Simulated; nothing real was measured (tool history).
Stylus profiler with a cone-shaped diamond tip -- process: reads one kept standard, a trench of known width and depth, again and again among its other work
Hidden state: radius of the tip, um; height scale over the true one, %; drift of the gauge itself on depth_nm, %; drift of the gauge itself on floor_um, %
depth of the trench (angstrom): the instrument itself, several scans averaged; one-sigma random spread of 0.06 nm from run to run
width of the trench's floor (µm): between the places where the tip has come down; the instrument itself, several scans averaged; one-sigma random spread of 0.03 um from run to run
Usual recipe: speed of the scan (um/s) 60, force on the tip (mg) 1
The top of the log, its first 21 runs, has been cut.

run   hour  speed of the scan (um/s)  force on the tip (mg)  scans with this tip  hours of work since the height scale was calibrated  depth of the trench (angstrom)  width of the trench's floor (µm)
     340.6  -- height scale calibrated on a step standard
 22  352.6                       141                      1                 7091                                                    9                          2009.3                             95.05
 23  369.1                       229                   0.69                 7188                                                   21                          2006.3                             94.07
 24  381.8                       229                   0.69                 7263                                                   31                          2006.3                             94.07
 25  392.7                       161                   2.28                 7328                                                   39                          2019.5                             95.23
 26  405.1                       127                    0.5                 7401                                                   48                          2004.5                             94.72
     423.6  -- height scale calibrated on a step standard, once more
 27  424.2                       144                   0.45                 7510                                                    0                          2007.5                             94.46
 28  442.8                        20                   0.41                 7620                                                   14                          2006.6                             95.68
 29  454.1                        20                   0.41                 7686                                                   23                          2006.9                             95.72
 30  474.6                        20                   0.41                 7807                                                   38                          2006.6                             95.69
 31  485.2                       177                      1                 7870                                                   46                            2014                              94.7
 32    497                        28                   0.37                 7939                                                   55                            2008                             95.56
 33  509.3                        65                   2.46                 8012                                                   64                            2025                             95.62
 34  531.2                        60                   0.55                 8141                                                   80                          2008.1                             95.28
 35  548.3                        22                    0.6                 8242                                                   93                            2009                             95.69
 36  567.1                        39                    1.9                 8352                                                  107                          2020.2                             95.63
 37    585                       110                   1.14                 8458                                                  120                            2014                             95.11

Here are 3 independent what-if runs from the current tool condition. What would each one return?
  A  599.3                        31                   0.97                 8542                                                  131                               ?                                 ?
  B  599.3                        66                   0.55                 8542                                                  131                               ?                                 ?
  C  599.3                        37                   0.76                 8542                                                  131                               ?                                 ?

run  depth of the trench (angstrom)  width of the trench's floor (µm)
  A                          2012.6                             95.59
  B                          2009.6                             95.21
  C                            2011                             95.52
Without the tool's hidden state the same runs would have given:
run  depth of the trench (angstrom)  width of the trench's floor (µm)
  A                          2013.2                             96.98
  B                          2010.2                              96.6
  C                          2011.7                             96.91
